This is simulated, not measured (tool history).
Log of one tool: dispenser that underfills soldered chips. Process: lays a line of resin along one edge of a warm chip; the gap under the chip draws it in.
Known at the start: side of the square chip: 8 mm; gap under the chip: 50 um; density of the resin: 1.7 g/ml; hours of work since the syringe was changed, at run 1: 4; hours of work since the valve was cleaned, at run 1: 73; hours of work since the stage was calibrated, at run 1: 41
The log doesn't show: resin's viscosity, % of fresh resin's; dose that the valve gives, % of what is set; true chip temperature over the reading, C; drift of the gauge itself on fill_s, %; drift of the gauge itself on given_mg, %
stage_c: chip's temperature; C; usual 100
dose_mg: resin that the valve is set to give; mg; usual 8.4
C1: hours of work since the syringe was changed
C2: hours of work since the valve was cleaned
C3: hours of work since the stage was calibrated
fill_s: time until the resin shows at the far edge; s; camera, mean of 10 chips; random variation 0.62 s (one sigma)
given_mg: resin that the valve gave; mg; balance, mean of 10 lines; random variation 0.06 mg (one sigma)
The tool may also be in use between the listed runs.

{"run": 1, "hour": 0.0, "stage_c": 100, "dose_mg": 8.4, "C1": 4, "C2": 73, "C3": 41, "fill_s": 71.2, "given_mg": 7.86}
{"run": 2, "hour": 4.7, "stage_c": 100, "dose_mg": 9.89, "C1": 7, "C2": 76, "C3": 44, "fill_s": 85.6, "given_mg": 9.2}
{"run": 3, "hour": 7.6, "stage_c": 100, "dose_mg": 8.4, "C1": 9, "C2": 78, "C3": 46, "fill_s": 97.9, "given_mg": 7.71}
{"hour": 11.8, "done": "new syringe of resin"}
{"run": 4, "hour": 13.7, "stage_c": 100, "dose_mg": 8.4, "C1": 1, "C2": 82, "C3": 50, "fill_s": 59, "given_mg": 7.8}
{"run": 5, "hour": 17.3, "stage_c": 100, "dose_mg": 8.4, "C1": 4, "C2": 84, "C3": 52, "fill_s": 71, "given_mg": 7.8}
{"run": 6, "hour": 20.1, "stage_c": 113, "dose_mg": 8.4, "C1": 6, "C2": 86, "C3": 54, "fill_s": 46.6, "given_mg": 7.82}
{"run": 7, "hour": 25.5, "stage_c": 113, "dose_mg": 8.4, "C1": 9, "C2": 90, "C3": 58, "fill_s": 60, "given_mg": 7.78}
{"hour": 29.3, "done": "new syringe of resin"}
{"run": 8, "hour": 29.7, "stage_c": 100, "dose_mg": 8.4, "C1": 0, "C2": 92, "C3": 60, "fill_s": 55.5, "given_mg": 7.76}
{"run": 9, "hour": 34.6, "stage_c": 100, "dose_mg": 7.78, "C1": 4, "C2": 95, "C3": 64, "fill_s": 71.7, "given_mg": 7.18}
{"run": 10, "hour": 39.9, "stage_c": 100, "dose_mg": 7.78, "C1": 7, "C2": 99, "C3": 67, "fill_s": 92.6, "given_mg": 7.07}
{"run": 11, "hour": 44.2, "stage_c": 100, "dose_mg": 8.4, "C1": 10, "C2": 102, "C3": 70, "fill_s": 111, "given_mg": 7.74}
{"hour": 47.0, "done": "new syringe of resin"}
{"run": 12, "hour": 49.2, "stage_c": 100, "dose_mg": 8.4, "C1": 1, "C2": 105, "C3": 73, "fill_s": 61.3, "given_mg": 7.63}
{"run": 13, "hour": 54.3, "stage_c": 100, "dose_mg": 8.4, "C1": 5, "C2": 108, "C3": 77, "fill_s": 78, "given_mg": 7.6}
{"run": 14, "hour": 59.0, "stage_c": 113, "dose_mg": 8.4, "C1": 8, "C2": 112, "C3": 80, "fill_s": 55.8, "given_mg": 7.67}
{"hour": 64.3, "done": "new syringe of resin"}
{"run": 15, "hour": 64.7, "stage_c": 93, "dose_mg": 7.93, "C1": 0, "C2": 115, "C3": 83, "fill_s": 80.8, "given_mg": 7.18}
{"run": 16, "hour": 68.0, "stage_c": 93, "dose_mg": 7.93, "C1": 2, "C2": 117, "C3": 86, "fill_s": 94.3, "given_mg": 7.12}
{"run": 17, "hour": 71.4, "stage_c": 104, "dose_mg": 7.59, "C1": 5, "C2": 120, "C3": 88, "fill_s": 68.8, "given_mg": 6.73}
{"run": 18, "hour": 74.5, "stage_c": 99, "dose_mg": 10.61, "C1": 7, "C2": 122, "C3": 90, "fill_s": 91.7, "given_mg": 9.51}
{"run": 19, "hour": 77.1, "stage_c": 99, "dose_mg": 10.61, "C1": 9, "C2": 124, "C3": 92, "fill_s": 106.6, "given_mg": 9.43}
{"hour": 81.7, "done": "new syringe of resin"}
{"run": 20, "hour": 82.3, "stage_c": 99, "dose_mg": 10.61, "C1": 0, "C2": 127, "C3": 95, "fill_s": 58.4, "given_mg": 9.53}
{"run": 21, "hour": 85.5, "stage_c": 99, "dose_mg": 10.61, "C1": 3, "C2": 129, "C3": 97, "fill_s": 69.8, "given_mg": 9.47}
{"run": 22, "hour": 90.0, "stage_c": 100, "dose_mg": 8.03, "C1": 6, "C2": 132, "C3": 100, "fill_s": 85.3, "given_mg": 7.07}
{"run": 23, "hour": 94.9, "stage_c": 91, "dose_mg": 8.31, "C1": 9, "C2": 135, "C3": 104, "fill_s": 159.1, "given_mg": 7.4}
{"run": 24, "hour": 97.4, "stage_c": 86, "dose_mg": 9.77, "C1": 11, "C2": 137, "C3": 105, "fill_s": 221.5, "given_mg": 8.7}
{"hour": 99.0, "done": "new syringe of resin"}
{"hour": 101.0, "done": "dispensing valve cleaned and set on the balance"}
{"run": 25, "hour": 101.0, "stage_c": 90, "dose_mg": 8.45, "C1": 1, "C2": 0, "C3": 107, "fill_s": 90.2, "given_mg": 8.55}
{"run": 26, "hour": 106.0, "stage_c": 115, "dose_mg": 8.27, "C1": 4, "C2": 3, "C3": 110, "fill_s": 38.3, "given_mg": 8.24}
{"run": 27, "hour": 111.6, "stage_c": 99, "dose_mg": 10.32, "C1": 8, "C2": 7, "C3": 114, "fill_s": 97.7, "given_mg": 10.24}

The same runs without the tool's hidden state, with the same run-to-run variation:
run=1 fill_s=54.3 given_mg=8.37
run=2 fill_s=52.5 given_mg=9.83
run=3 fill_s=52.2 given_mg=8.25
run=4 fill_s=53.4 given_mg=8.37
run=5 fill_s=54.4 given_mg=8.39
run=6 fill_s=31.2 given_mg=8.44
run=7 fill_s=31.3 given_mg=8.42
run=8 fill_s=53.6 given_mg=8.42
run=9 fill_s=54.7 given_mg=7.82
run=10 fill_s=54.8 given_mg=7.72
run=11 fill_s=54.2 given_mg=8.47
run=12 fill_s=54.3 given_mg=8.38
run=13 fill_s=54.6 given_mg=8.37
run=14 fill_s=31.3 given_mg=8.47
run=15 fill_s=74.7 given_mg=7.97
run=16 fill_s=74.7 given_mg=7.93
run=17 fill_s=46.3 given_mg=7.51
run=18 fill_s=54.5 given_mg=10.63
run=19 fill_s=56.4 given_mg=10.56
run=20 fill_s=54.9 given_mg=10.7
run=21 fill_s=56.3 given_mg=10.65
run=22 fill_s=54.7 given_mg=7.98
run=23 fill_s=81.2 given_mg=8.37
run=24 fill_s=102.4 given_mg=9.86
run=25 fill_s=83.5 given_mg=8.56
run=26 fill_s=28.4 given_mg=8.28
run=27 fill_s=55.2 given_mg=10.32
